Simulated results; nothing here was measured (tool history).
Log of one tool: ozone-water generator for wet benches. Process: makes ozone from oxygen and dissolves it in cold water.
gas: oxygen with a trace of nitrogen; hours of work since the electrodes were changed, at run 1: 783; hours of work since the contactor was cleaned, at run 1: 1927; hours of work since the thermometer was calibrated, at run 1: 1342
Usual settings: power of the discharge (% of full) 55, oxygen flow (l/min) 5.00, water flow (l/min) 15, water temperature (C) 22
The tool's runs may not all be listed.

| run | hour | power of the discharge (% of full) | oxygen flow (l/min) | water flow (l/min) | water temperature (C) | hours of work since the electrodes were changed | hours of work since the contactor was cleaned | hours of work since the thermometer was calibrated | dissolved ozone (ppm) | ozone in the gas ahead of the water (g/m3) |
|---|---|---|---|---|---|---|---|---|---|---|
| 1 | 0.0 | 55 | 5.00 | 15 | 22 | 783 | 1927 | 1342 | 12.6 | 120.4 |
| 2 | 21.2 | 55 | 5.00 | 15 | 22 | 799 | 1942 | 1358 | 12.5 | 120.5 |
| 3 | 49.5 | 55 | 5.00 | 15 | 22 | 820 | 1963 | 1379 | 12.4 | 121.2 |
| 4 | 77.9 | 55 | 5.00 | 15 | 22 | 841 | 1985 | 1400 | 12.6 | 120.1 |
| 5 | 105.5 | 55 | 5.00 | 15 | 22 | 861 | 2005 | 1421 | 12.4 | 119.3 |
| 6 | 134.5 | 55 | 5.00 | 15 | 22 | 883 | 2027 | 1442 | 12.7 | 119.3 |
| 7 | 149.5 | 55 | 5.00 | 15 | 22 | 894 | 2038 | 1454 | 12.4 | 119.8 |
| 8 | 166.5 | 55 | 5.00 | 15 | 22 | 907 | 2050 | 1466 | 12.5 | 119.1 |
| 9 | 196.9 | 41 | 3.27 | 14 | 26 | 929 | 2073 | 1489 | 9.8 | 116.9 |
| 10 | 219.8 | 41 | 3.27 | 14 | 26 | 946 | 2090 | 1506 | 9.8 | 115.3 |
| 11 | 244.2 | 41 | 9.00 | 11 | 26 | 964 | 2108 | 1524 | 11.2 | 80.3 |
| 12 | 276.6 | 50 | 9.00 | 11 | 26 | 989 | 2132 | 1548 | 12.6 | 91.6 |
| 13 | 301.3 | 42 | 9.00 | 15 | 14 | 1007 | 2151 | 1567 | 13.1 | 82.8 |

Forecast run 14:
| 14 | 329.1 | 42 | 9.00 | 12 | 14 | 1028 | 2171 | 1587 | ? | ? |

dissolved ozone (ppm): 14.3
ozone in the gas ahead of the water (g/m3): 82.5
Without the tool's hidden state the same run would have given dissolved ozone (ppm) 14.3, ozone in the gas ahead of the water (g/m3) 82.5.
